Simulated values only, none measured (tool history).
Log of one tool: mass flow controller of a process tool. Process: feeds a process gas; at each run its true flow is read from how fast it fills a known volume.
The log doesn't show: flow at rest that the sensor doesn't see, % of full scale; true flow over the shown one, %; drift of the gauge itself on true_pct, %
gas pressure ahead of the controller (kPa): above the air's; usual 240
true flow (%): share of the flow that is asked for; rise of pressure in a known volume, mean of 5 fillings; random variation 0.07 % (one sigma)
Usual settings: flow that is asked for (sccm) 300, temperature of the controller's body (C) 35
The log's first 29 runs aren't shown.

run,day,flow that is asked for (sccm),gas pressure ahead of the controller (kPa),temperature of the controller's body (C),hours of work since the controller was set to zero,hours of work since the controller was changed,true flow (%)
30,158.771,300,251,38,1152,5615,99.11
31,162,300,251,38,1204,5666,99.11
32,166.788,300,251,38,1280,5742,99.07
33,173.55,300,251,38,1388,5850,99.07
34,179.612,300,251,38,1484,5947,98.92
35,182.708,300,251,38,1534,5996,99.1
36,185.65,156,240,38,1581,6043,98.54
37,191.754,427,152,35,1678,6140,99.88
38,198.108,109,177,35,1779,6241,98.51
39,202.583,109,177,35,1850,6313,98.63
40,206.075,300,152,38,1906,6368,99.38
41,213.033,300,152,38,2017,6479,99.42
42,217.562,300,177,38,2089,6551,99.3
43,223.221,300,177,38,2179,6642,99.35
44,228.104,68,240,32,2257,6719,99.1
45,233.296,265,214,35,2340,6802,98.81
46,238.783,133,143,35,2427,6890,98.98
47,243.225,299,143,35,2498,6960,99.23

5 ways to go on from here, each from the tool as it stands after run 47. What would each give?
A,246.467,200,273,32,2550,7012,?
B,246.467,97,171,39,2550,7012,?
C,246.467,391,240,21,2550,7012,?
D,246.467,451,240,36,2550,7012,?
E,246.467,148,155,35,2550,7012,?

run,true flow (%)
A,98.18
B,99.56
C,98.18
D,99.88
E,98.93
Without the tool's hidden state the same runs would have given:
run,true flow (%)
A,98.25
B,98.56
C,98.73
D,100.5
E,98.64
